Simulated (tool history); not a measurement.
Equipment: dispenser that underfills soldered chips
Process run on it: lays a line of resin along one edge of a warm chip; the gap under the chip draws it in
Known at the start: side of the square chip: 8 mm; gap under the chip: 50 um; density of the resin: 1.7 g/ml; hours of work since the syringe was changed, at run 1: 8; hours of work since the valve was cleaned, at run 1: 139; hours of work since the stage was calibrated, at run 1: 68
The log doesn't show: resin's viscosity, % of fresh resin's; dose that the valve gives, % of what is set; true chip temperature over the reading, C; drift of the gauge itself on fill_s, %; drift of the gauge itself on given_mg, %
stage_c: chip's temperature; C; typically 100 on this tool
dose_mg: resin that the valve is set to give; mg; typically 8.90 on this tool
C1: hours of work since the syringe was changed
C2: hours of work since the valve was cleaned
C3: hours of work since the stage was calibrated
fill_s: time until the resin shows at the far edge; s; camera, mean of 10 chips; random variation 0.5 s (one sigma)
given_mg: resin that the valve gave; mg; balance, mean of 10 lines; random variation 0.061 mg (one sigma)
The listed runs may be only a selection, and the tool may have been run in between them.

run 1 hour=0.0 | stage_c=100 dose_mg=8.90 | C1=8 C2=139 C3=68 | fill_s=80.3 given_mg=8.16
-- hour=1.8 new syringe of resin
run 2 hour=5.8 | stage_c=88 dose_mg=8.90 | C1=3 C2=142 C3=72 | fill_s=93.5 given_mg=8.03
run 3 hour=10.3 | stage_c=88 dose_mg=8.90 | C1=6 C2=146 C3=75 | fill_s=124.2 given_mg=7.99
-- hour=13.2 dispensing valve cleaned and set on the balance
-- hour=15.7 new syringe of resin
run 4 hour=16.2 | stage_c=113 dose_mg=8.90 | C1=0 C2=2 C3=79 | fill_s=24.0 given_mg=8.84
run 5 hour=21.0 | stage_c=100 dose_mg=8.90 | C1=4 C2=5 C3=82 | fill_s=55.4 given_mg=8.87
run 6 hour=24.9 | stage_c=100 dose_mg=8.36 | C1=7 C2=8 C3=85 | fill_s=72.1 given_mg=8.26
-- hour=28.4 new syringe of resin
run 7 hour=28.4 | stage_c=100 dose_mg=8.36 | C1=0 C2=10 C3=87 | fill_s=41.7 given_mg=8.34
run 8 hour=31.9 | stage_c=100 dose_mg=8.36 | C1=3 C2=13 C3=90 | fill_s=52.0 given_mg=8.26
run 9 hour=36.3 | stage_c=100 dose_mg=8.72 | C1=6 C2=16 C3=93 | fill_s=65.6 given_mg=8.55
-- hour=41.1 new syringe of resin
run 10 hour=41.7 | stage_c=100 dose_mg=8.72 | C1=0 C2=20 C3=96 | fill_s=44.3 given_mg=8.63
run 11 hour=45.8 | stage_c=100 dose_mg=8.72 | C1=3 C2=23 C3=99 | fill_s=55.6 given_mg=8.61
run 12 hour=50.0 | stage_c=100 dose_mg=8.72 | C1=6 C2=26 C3=102 | fill_s=71.7 given_mg=8.52
-- hour=54.0 new syringe of resin
run 13 hour=54.1 | stage_c=100 dose_mg=8.72 | C1=0 C2=28 C3=105 | fill_s=42.5 given_mg=8.54
run 14 hour=59.6 | stage_c=100 dose_mg=8.72 | C1=4 C2=32 C3=109 | fill_s=59.7 given_mg=8.56
run 15 hour=62.5 | stage_c=100 dose_mg=8.72 | C1=6 C2=34 C3=111 | fill_s=70.5 given_mg=8.42
-- hour=66.8 new syringe of resin
run 16 hour=68.0 | stage_c=100 dose_mg=8.72 | C1=1 C2=38 C3=115 | fill_s=44.4 given_mg=8.56
run 17 hour=72.0 | stage_c=88 dose_mg=9.86 | C1=4 C2=41 C3=117 | fill_s=100.9 given_mg=9.54
run 18 hour=77.4 | stage_c=110 dose_mg=8.78 | C1=8 C2=45 C3=121 | fill_s=50.7 given_mg=8.50
-- hour=79.6 new syringe of resin
run 19 hour=81.7 | stage_c=98 dose_mg=10.01 | C1=2 C2=47 C3=124 | fill_s=51.7 given_mg=9.81
run 20 hour=84.3 | stage_c=99 dose_mg=10.81 | C1=3 C2=49 C3=126 | fill_s=58.1 given_mg=10.45
run 21 hour=87.3 | stage_c=109 dose_mg=10.41 | C1=5 C2=51 C3=128 | fill_s=43.9 given_mg=10.05
run 22 hour=91.7 | stage_c=94 dose_mg=8.62 | C1=9 C2=55 C3=131 | fill_s=114.2 given_mg=8.29
-- hour=92.5 new syringe of resin
run 23 hour=96.7 | stage_c=94 dose_mg=8.62 | C1=3 C2=58 C3=134 | fill_s=71.3 given_mg=8.27
run 24 hour=101.8 | stage_c=107 dose_mg=9.82 | C1=7 C2=62 C3=138 | fill_s=54.1 given_mg=9.46
-- hour=105.2 new syringe of resin
run 25 hour=106.1 | stage_c=105 dose_mg=8.19 | C1=1 C2=64 C3=141 | fill_s=36.6 given_mg=7.69
run 26 hour=109.1 | stage_c=100 dose_mg=7.73 | C1=3 C2=67 C3=143 | fill_s=54.7 given_mg=7.42
run 27 hour=113.4 | stage_c=101 dose_mg=11.52 | C1=6 C2=70 C3=146 | fill_s=66.3 given_mg=11.07
-- hour=118.0 new syringe of resin
run 28 hour=119.1 | stage_c=94 dose_mg=7.81 | C1=1 C2=73 C3=150 | fill_s=61.5 given_mg=7.36
run 29 hour=121.7 | stage_c=94 dose_mg=7.81 | C1=3 C2=75 C3=152 | fill_s=72.0 given_mg=7.56
run 30 hour=126.1 | stage_c=100 dose_mg=9.74 | C1=6 C2=78 C3=155 | fill_s=69.1 given_mg=9.19
run 31 hour=129.3 | stage_c=96 dose_mg=9.41 | C1=8 C2=81 C3=157 | fill_s=100.6 given_mg=8.93
-- hour=130.8 new syringe of resin
run 32 hour=133.4 | stage_c=102 dose_mg=8.30 | C1=2 C2=83 C3=160 | fill_s=46.4 given_mg=7.84

A few steps of fill_s between consecutive runs. Split each: what settings, incoming material and random variation would produce without the hidden state, and what is left over for the hidden state, along with gauge scatter present in only one of the two compared results (measured, and without hidden state):
Run 3 -> 4: stage_c 88 -> 113, dispensing valve cleaned and set on the balance, new syringe of resin. fill_s -100.2 s: hidden state -51.9, all else -48.3.
Run 16 -> 17: stage_c 100 -> 88, dose_mg 8.72 -> 9.86. fill_s +56.5 s: hidden state +24.9, all else +31.6.
Run 21 -> 22: stage_c 109 -> 94, dose_mg 10.41 -> 8.62. fill_s +70.3 s: hidden state +44.0, all else +26.3.
Run 22 -> 23: new syringe of resin. fill_s -42.9 s: hidden state -43.6, all else +0.7.

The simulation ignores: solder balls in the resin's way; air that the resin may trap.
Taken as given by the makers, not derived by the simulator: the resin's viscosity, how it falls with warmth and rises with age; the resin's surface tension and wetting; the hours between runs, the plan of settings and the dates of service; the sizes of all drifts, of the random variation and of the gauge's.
